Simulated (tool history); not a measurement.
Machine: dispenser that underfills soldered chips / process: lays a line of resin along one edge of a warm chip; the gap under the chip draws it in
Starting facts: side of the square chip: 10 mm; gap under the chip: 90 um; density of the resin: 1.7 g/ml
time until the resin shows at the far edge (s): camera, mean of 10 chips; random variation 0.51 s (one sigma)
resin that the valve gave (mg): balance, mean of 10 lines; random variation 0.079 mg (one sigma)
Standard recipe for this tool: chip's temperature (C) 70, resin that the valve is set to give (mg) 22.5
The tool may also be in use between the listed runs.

run,day,chip's temperature (C),resin that the valve is set to give (mg),time until the resin shows at the far edge (s),resin that the valve gave (mg)
1,0.000,70,22.5,48.1,21.98
2,0.238,70,22.5,63.9,21.96
# day 0.400: new syringe of resin
3,0.688,71,22.5,59.2,21.99
# day 0.896: new syringe of resin
4,0.954,71,22.5,42.8,21.81
5,1.217,70,22.5,61.7,21.84
# day 1.379: new syringe of resin
6,1.562,70,22.5,52.9,21.69
# day 1.883: new syringe of resin
7,1.975,70,22.5,47.6,21.61
# day 2.371: new syringe of resin
8,2.392,70,26.4,42.6,25.23
9,2.758,70,26.4,67.8,25.15
# day 2.875: new syringe of resin
10,3.008,70,26.4,50.3,25.36
# day 3.375: new syringe of resin
11,3.400,70,26.4,43.6,25.06
12,3.692,70,22.5,64.7,21.44
# day 3.858: dispensing valve cleaned and set on the balance
# day 3.904: new syringe of resin
13,4.104,70,22.8,56.8,22.63
# day 4.400: new syringe of resin
14,4.429,70,22.8,44.4,22.88
15,4.612,70,22.8,54.8,22.70
# day 4.883: new syringe of resin
16,4.912,70,23.3,43.7,23.32
17,5.188,70,23.3,62.5,23.14
# day 5.379: new syringe of resin
18,5.450,70,22.5,46.8,22.42
19,5.662,70,22.5,59.5,22.44
# day 5.867: new syringe of resin
20,5.867,65,23.8,54.1,23.66
21,6.092,80,23.9,35.2,23.63
22,6.321,80,23.9,46.0,23.53
# day 6.350: new syringe of resin
23,6.654,76,23.0,46.8,22.63
# day 6.850: new syringe of resin
24,6.983,76,23.0,38.5,22.49
25,7.162,85,21.9,32.0,21.46
# day 7.338: new syringe of resin
26,7.562,62,19.5,90.8,19.14
27,7.796,70,25.5,75.8,24.98
# day 7.833: new syringe of resin
28,8.000,60,21.6,89.8,21.07
# day 8.333: new syringe of resin
29,8.367,73,19.6,41.2,18.98
30,8.546,73,19.6,51.7,19.02
31,8.750,72,19.6,68.7,19.17
# day 8.833: new syringe of resin
32,9.017,75,20.0,43.8,19.30
33,9.196,68,23.9,74.2,23.09
# day 9.342: new syringe of resin
34,9.400,63,21.8,69.4,20.93
35,9.675,77,21.8,49.8,21.00

Here are 4 independent what-if runs from the current tool condition. What would each one return?
# day 9.846: new syringe of resin
A,9.988,69,21.8,?,?
# day 9.846: new syringe of resin
B,9.988,68,20.5,?,?
# day 9.846: new syringe of resin
C,9.988,66,22.5,?,?
# day 9.846: new syringe of resin
D,9.988,75,20.7,?,?

run,time until the resin shows at the far edge (s),resin that the valve gave (mg)
A,57.2,20.91
B,62.1,19.73
C,66.1,21.47
D,44.1,19.88
Without the tool's unlogged condition, the same runs would have read:
run,time until the resin shows at the far edge (s),resin that the valve gave (mg)
A,44.1,21.80
B,47.9,20.56
C,51.1,22.39
D,34.1,20.73

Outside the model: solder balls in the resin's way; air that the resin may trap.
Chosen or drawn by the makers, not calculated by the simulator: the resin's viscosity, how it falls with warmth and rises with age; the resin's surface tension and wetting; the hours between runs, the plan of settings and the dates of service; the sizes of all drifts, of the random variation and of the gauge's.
